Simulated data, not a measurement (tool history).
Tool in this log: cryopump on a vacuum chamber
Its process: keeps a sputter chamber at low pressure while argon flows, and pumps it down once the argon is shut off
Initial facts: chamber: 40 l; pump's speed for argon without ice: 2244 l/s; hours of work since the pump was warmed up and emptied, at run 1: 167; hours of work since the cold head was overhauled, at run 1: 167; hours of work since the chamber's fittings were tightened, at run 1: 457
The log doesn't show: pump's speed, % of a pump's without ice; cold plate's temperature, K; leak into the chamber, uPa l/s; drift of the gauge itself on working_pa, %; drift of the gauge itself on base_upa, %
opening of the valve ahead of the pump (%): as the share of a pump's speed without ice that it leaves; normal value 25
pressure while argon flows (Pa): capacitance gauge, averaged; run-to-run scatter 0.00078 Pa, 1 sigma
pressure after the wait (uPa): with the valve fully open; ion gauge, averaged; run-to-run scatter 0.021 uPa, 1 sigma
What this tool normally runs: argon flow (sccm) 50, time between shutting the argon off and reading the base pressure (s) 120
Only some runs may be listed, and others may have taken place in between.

run	day	argon flow (sccm)	time between shutting the argon off and reading the base pressure (s)	opening of the valve ahead of the pump (%)	hours of work since the pump was warmed up and emptied	hours of work since the cold head was overhauled	hours of work since the chamber's fittings were tightened	pressure while argon flows (Pa)	pressure after the wait (uPa)
1	0.000	50	120	25	167	167	457	0.1519	0.63
2	1.462	50	219	25	188	188	478	0.1533	0.48
3	2.975	50	219	25	210	210	500	0.1526	0.45
4	3.742	50	219	25	221	221	511	0.1543	0.45
5	5.404	50	219	25	245	245	535	0.1535	0.48
6	7.058	50	219	25	269	269	559	0.1524	0.49
7	7.862	50	21	25	280	280	570	0.1520	2.23
8	9.696	50	21	25	306	306	596	0.1538	2.13
9	11.129	50	21	25	327	327	617	0.1533	2.28
10	12.992	50	21	25	354	354	644	0.1538	2.22
11	14.712	50	21	25	378	378	668	0.1531	2.23
12	15.821	50	21	25	394	394	684	0.1555	2.23
13	16.804	50	21	25	408	408	698	0.1548	2.20
14	18.121	92	43	33	427	427	717	0.2153	1.31
15	19.738	37	136	33	450	450	741	0.0869	0.66
16	21.204	37	136	33	471	471	762	0.0875	0.65
17	22.883	37	93	17	496	496	786	0.1659	0.82
18	24.162	37	93	17	514	514	804	0.1663	0.82
19	25.567	57	93	17	534	534	824	0.2582	0.79
20	27.325	57	39	17	559	559	849	0.2578	1.37
21	28.767	32	21	21	580	580	870	0.1176	2.36

Below are 5 alternative next runs, each starting from the tool's condition after run 21. Predict each:
A	30.588	32	77	21	606	606	896	?	?
B	30.588	50	120	30	606	606	896	?	?
C	30.588	66	21	21	606	606	896	?	?
D	30.588	36	263	19	606	606	896	?	?
E	30.588	91	120	52	606	606	896	?	?

run	pressure while argon flows (Pa)	pressure after the wait (uPa)
A	0.1179	0.93
B	0.1300	0.79
C	0.2430	2.34
D	0.1465	0.57
E	0.1407	0.76
With the hidden condition removed and each run's random variation left untouched, the same runs would have given:
run	pressure while argon flows (Pa)	pressure after the wait (uPa)
A	0.1146	0.65
B	0.1249	0.50
C	0.2362	2.05
D	0.1428	0.29
E	0.1314	0.47
